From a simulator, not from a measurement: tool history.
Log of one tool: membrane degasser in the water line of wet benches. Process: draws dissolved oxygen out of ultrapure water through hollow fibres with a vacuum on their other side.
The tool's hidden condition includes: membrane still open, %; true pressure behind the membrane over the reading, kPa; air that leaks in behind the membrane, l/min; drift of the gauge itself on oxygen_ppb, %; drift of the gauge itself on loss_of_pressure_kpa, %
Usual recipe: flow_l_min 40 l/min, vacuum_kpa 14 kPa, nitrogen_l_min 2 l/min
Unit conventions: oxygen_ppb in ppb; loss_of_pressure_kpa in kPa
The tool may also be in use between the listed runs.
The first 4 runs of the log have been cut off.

| run | hour | flow_l_min | vacuum_kpa | nitrogen_l_min | hours since the membrane was changed | hours since the vacuum gauge was calibrated | hours since the vacuum lines were made tight | oxygen_ppb | loss_of_pressure_kpa |
|---|---|---|---|---|---|---|---|---|---|
| 5 | 564.2 | 40 | 14.2 | 2 | 5046 | 3182 | 1158 | 648.5 | 50.44 |
| 6 | 729.2 | 40 | 14.2 | 2 | 5211 | 3346 | 1323 | 653.4 | 50.34 |
| 7 | 873.9 | 40 | 14.2 | 2 | 5356 | 3491 | 1468 | 640 | 49.81 |
| 8 | 959.6 | 40 | 14.2 | 2 | 5441 | 3577 | 1554 | 655.3 | 50.46 |
| 9 | 1098 | 41 | 14 | 2 | 5580 | 3715 | 1692 | 663 | 51.67 |
| 10 | 1264 | 41 | 10.1 | 2 | 5746 | 3881 | 1858 | 506.6 | 51.53 |
| 11 | 1456.5 | 41 | 10.1 | 2 | 5938 | 4074 | 2051 | 518.2 | 51.52 |
|  | 1536.4 | vacuum gauge calibrated |
| 12 | 1647.9 | 41 | 10.1 | 2 | 6129 | 111 | 2241 | 509.5 | 51.57 |
| 13 | 1770.3 | 41 | 10.1 | 2 | 6252 | 234 | 2364 | 508.7 | 52.06 |
| 14 | 1863.7 | 40 | 16.1 | 2 | 6345 | 327 | 2457 | 715.9 | 50.51 |
| 15 | 1999 | 40 | 9.8 | 2 | 6480 | 463 | 2593 | 482.7 | 50.65 |
| 16 | 2082.6 | 40 | 9.8 | 2 | 6564 | 546 | 2676 | 480.3 | 50.6 |
| 17 | 2202.8 | 40 | 9.8 | 2.12 | 6684 | 666 | 2796 | 463.3 | 50.89 |
| 18 | 2282.6 | 40 | 25.6 | 1.39 | 6764 | 746 | 2876 | 1355.9 | 50.91 |
| 19 | 2437.8 | 40 | 25.6 | 1.39 | 6919 | 901 | 3031 | 1362.3 | 50.64 |
| 20 | 2629.7 | 40 | 20.7 | 1.04 | 7111 | 1093 | 3223 | 1347.6 | 51.15 |
| 21 | 2738.8 | 40 | 20.7 | 1.04 | 7220 | 1202 | 3332 | 1358.9 | 50.67 |
| 22 | 2827.6 | 40 | 20.7 | 1.34 | 7309 | 1291 | 3421 | 1145.8 | 50.87 |
|  | 2929.8 | seals of the vacuum lines changed |
| 23 | 2991.8 | 44 | 14 | 2 | 7471 | 1453 | 62 | 755.1 | 55.91 |
| 24 | 3078.7 | 44 | 14.7 | 2 | 7558 | 1540 | 149 | 771.3 | 55.81 |

For run 25, what comes out?
| 25 | 3196.8 | 25 | 14 | 2 | 7676 | 1658 | 267 | ? | ? |

oxygen_ppb: 345.5 ppb
loss_of_pressure_kpa: 31.85 kPa
Were there no unlogged condition in the tool, this run, its random variation unchanged, would have produced oxygen_ppb 334.6 ppb, loss_of_pressure_kpa 30.37 kPa.
